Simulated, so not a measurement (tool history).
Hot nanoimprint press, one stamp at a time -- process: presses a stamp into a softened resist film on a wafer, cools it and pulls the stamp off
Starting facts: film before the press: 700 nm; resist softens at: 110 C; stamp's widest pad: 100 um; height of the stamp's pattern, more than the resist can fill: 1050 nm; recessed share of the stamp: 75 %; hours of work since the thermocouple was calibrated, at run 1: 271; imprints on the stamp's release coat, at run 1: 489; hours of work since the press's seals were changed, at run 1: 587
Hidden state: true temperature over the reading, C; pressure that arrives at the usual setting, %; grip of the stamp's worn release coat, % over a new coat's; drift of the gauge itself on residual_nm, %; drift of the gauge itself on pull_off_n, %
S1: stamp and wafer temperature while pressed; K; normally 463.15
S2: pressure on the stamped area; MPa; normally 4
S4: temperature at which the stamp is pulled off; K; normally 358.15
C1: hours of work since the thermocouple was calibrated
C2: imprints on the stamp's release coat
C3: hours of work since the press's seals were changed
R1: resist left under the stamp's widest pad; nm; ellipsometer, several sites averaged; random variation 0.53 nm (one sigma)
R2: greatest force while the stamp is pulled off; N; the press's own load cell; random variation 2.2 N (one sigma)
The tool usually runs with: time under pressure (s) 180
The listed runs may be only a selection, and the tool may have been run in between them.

Run 1, day 0: usual settings; C1 271; C2 489; C3 587. Result: R1 420.3 nm, R2 97 N.
Run 2, day 0.671: usual settings; C1 283; C2 572; C3 598. Result: R1 418.9 nm, R2 95 N.
Run 3, day 1.729: usual settings; C1 301; C2 703; C3 617. Result: R1 418.4 nm, R2 96 N.
At day 2.529: plate thermocouple calibrated.
Run 4, day 2.588: usual settings; C1 1; C2 793; C3 630. Result: R1 418.8 nm, R2 97 N.
Run 5, day 3.604: usual settings; C1 19; C2 919; C3 647. Result: R1 418.3 nm, R2 95 N.
Run 6, day 4.962: usual settings; C1 43; C2 1087; C3 671. Result: R1 418.7 nm, R2 97 N.
At day 6.742: stamp cleaned and given a new release coat.
Run 7, day 6.742: usual settings; C1 69; C2 0; C3 698. Result: R1 418 nm, R2 95 N.
Run 8, day 8.333: usual settings; C1 97; C2 197; C3 726. Result: R1 418.2 nm, R2 94 N.
Run 9, day 9.438: usual settings but S1 456.15 K; C1 117; C2 334; C3 745. Result: R1 523.2 nm, R2 96 N.
Run 10, day 10.333: usual settings but S4 351.15 K; C1 132; C2 444; C3 761. Result: R1 417 nm, R2 113 N.
Run 11, day 11.221: usual settings but S1 475.15 K, time under pressure (s) 117, S4 355.15 K; C1 148; C2 554; C3 776. Result: R1 307.7 nm, R2 103 N.
Run 12, day 12.7: usual settings but S1 475.15 K, time under pressure (s) 117, S4 355.15 K; C1 174; C2 737; C3 802. Result: R1 306.9 nm, R2 107 N.
Run 13, day 14.192: usual settings but S1 452.15 K, time under pressure (s) 117, S4 362.15 K; C1 200; C2 921; C3 828. Result: R1 608.5 nm, R2 82 N.
Run 14, day 15.508: usual settings but S1 452.15 K, time under pressure (s) 117, S4 362.15 K; C1 223; C2 1084; C3 851. Result: R1 608.2 nm, R2 86 N.
Run 15, day 16.812: usual settings but S1 468.15 K, S2 3.98 MPa, time under pressure (s) 346, S4 346.15 K; C1 246; C2 1245; C3 874. Result: R1 272.9 nm, R2 127 N.
At day 17.338: stamp cleaned and given a new release coat.
Run 16, day 17.838: usual settings but S1 468.15 K, S2 3.98 MPa, time under pressure (s) 236, S4 346.15 K; C1 259; C2 62; C3 888. Result: R1 314.1 nm, R2 129 N.
Run 17, day 19.312: usual settings but S1 468.15 K, S2 3.98 MPa, time under pressure (s) 236, S4 346.15 K; C1 285; C2 244; C3 914. Result: R1 313.3 nm, R2 125 N.
At day 20.983: plate thermocouple calibrated.
Run 18, day 20.983: usual settings but S1 468.15 K, S2 3.98 MPa, time under pressure (s) 304, S4 346.15 K; C1 0; C2 435; C3 941. Result: R1 286.1 nm, R2 131 N.
Run 19, day 22.192: usual settings but S1 468.15 K, S2 3.98 MPa, time under pressure (s) 304, S4 346.15 K; C1 21; C2 584; C3 962. Result: R1 285.9 nm, R2 134 N.
Run 20, day 23.104: usual settings but S1 470.15 K, S2 3.98 MPa, time under pressure (s) 211, S4 346.15 K; C1 37; C2 697; C3 978. Result: R1 301.1 nm, R2 126 N.

Branching from run 20: 4 alternative next runs. What would each branch give?
Run A, day 24.729: usual settings but S1 455.15 K, S2 3.98 MPa, time under pressure (s) 211, S4 350.15 K; C1 66; C2 898; C3 1006. Result: R1 ?, R2 ?.
Run B, day 24.729: usual settings but S1 462.15 K, S2 3.98 MPa, time under pressure (s) 257, S4 366.15 K; C1 66; C2 898; C3 1006. Result: R1 ?, R2 ?.
Run C, day 24.729: usual settings but S1 470.15 K, S2 3.98 MPa, time under pressure (s) 211, S4 344.15 K; C1 66; C2 898; C3 1006. Result: R1 ?, R2 ?.
Run D, day 24.729: usual settings but S4 354.15 K; C1 66; C2 898; C3 1006. Result: R1 ?, R2 ?.

run     R1   R2
  A  516.2  115
  B  386.2   73
  C  300.5  132
  D  413.2  108
Take away the tool's hidden state, keep each run's random variation, and the runs would have read:
run     R1   R2
  A  523.7  114
  B  391.8   72
  C  304.8  130
  D  419.1  107
